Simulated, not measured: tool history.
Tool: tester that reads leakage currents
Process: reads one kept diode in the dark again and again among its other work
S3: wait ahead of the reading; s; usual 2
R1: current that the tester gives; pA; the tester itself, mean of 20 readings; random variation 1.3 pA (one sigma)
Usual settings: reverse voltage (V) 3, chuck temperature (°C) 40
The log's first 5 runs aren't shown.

run 6 hour=794 | reverse_voltage_(V)=3 chuck_temperature_(°C)=45 S3=2 | R1=624.5
-- hour=884 probe card cleaned and baked
run 7 hour=937.5 | reverse_voltage_(V)=3 chuck_temperature_(°C)=40 S3=2 | R1=431.11
run 8 hour=1169.5 | reverse_voltage_(V)=3 chuck_temperature_(°C)=40 S3=2 | R1=430.8
run 9 hour=1338.8 | reverse_voltage_(V)=3 chuck_temperature_(°C)=40 S3=2 | R1=432.44
run 10 hour=1576.1 | reverse_voltage_(V)=3.13 chuck_temperature_(°C)=40 S3=2 | R1=435.83
-- hour=1590.6 tester calibrated
run 11 hour=1794.1 | reverse_voltage_(V)=3.13 chuck_temperature_(°C)=40 S3=2 | R1=435.67
run 12 hour=2009.3 | reverse_voltage_(V)=3 chuck_temperature_(°C)=40 S3=2.09 | R1=431.72
run 13 hour=2135.6 | reverse_voltage_(V)=3 chuck_temperature_(°C)=40 S3=2.09 | R1=433.05
run 14 hour=2378.3 | reverse_voltage_(V)=3 chuck_temperature_(°C)=40 S3=0.56 | R1=433.21
run 15 hour=2524 | reverse_voltage_(V)=3 chuck_temperature_(°C)=40 S3=0.56 | R1=431.81
run 16 hour=2682.9 | reverse_voltage_(V)=3 chuck_temperature_(°C)=40 S3=0.56 | R1=432.6
run 17 hour=2826.7 | reverse_voltage_(V)=3 chuck_temperature_(°C)=40 S3=0.56 | R1=429.16
run 18 hour=2962.7 | reverse_voltage_(V)=3 chuck_temperature_(°C)=40 S3=2 | R1=429.56
run 19 hour=3149.8 | reverse_voltage_(V)=3 chuck_temperature_(°C)=40 S3=2 | R1=432.35
run 20 hour=3332.1 | reverse_voltage_(V)=3 chuck_temperature_(°C)=40 S3=2 | R1=427.8
run 21 hour=3577.4 | reverse_voltage_(V)=4.58 chuck_temperature_(°C)=26 S3=0.5 | R1=168.36
run 22 hour=3757.2 | reverse_voltage_(V)=4.58 chuck_temperature_(°C)=26 S3=0.5 | R1=168.59
run 23 hour=3957.9 | reverse_voltage_(V)=4.58 chuck_temperature_(°C)=26 S3=0.5 | R1=168.47
run 24 hour=4092.4 | reverse_voltage_(V)=4.58 chuck_temperature_(°C)=26 S3=0.5 | R1=168.78
run 25 hour=4228.4 | reverse_voltage_(V)=2.42 chuck_temperature_(°C)=53 S3=1.32 | R1=1015.93
run 26 hour=4411.9 | reverse_voltage_(V)=1.54 chuck_temperature_(°C)=26 S3=1.38 | R1=112.99
run 27 hour=4623.9 | reverse_voltage_(V)=13.28 chuck_temperature_(°C)=26 S3=1.38 | R1=250.11

Run 28 comes next. What will it give?
run 28 hour=4745.4 | reverse_voltage_(V)=7.87 chuck_temperature_(°C)=23 S3=1.38 | R1=?

Run 28 gave R1 160.72 pA.
Without the tool's hidden state the same run would have given R1 160.98 pA.
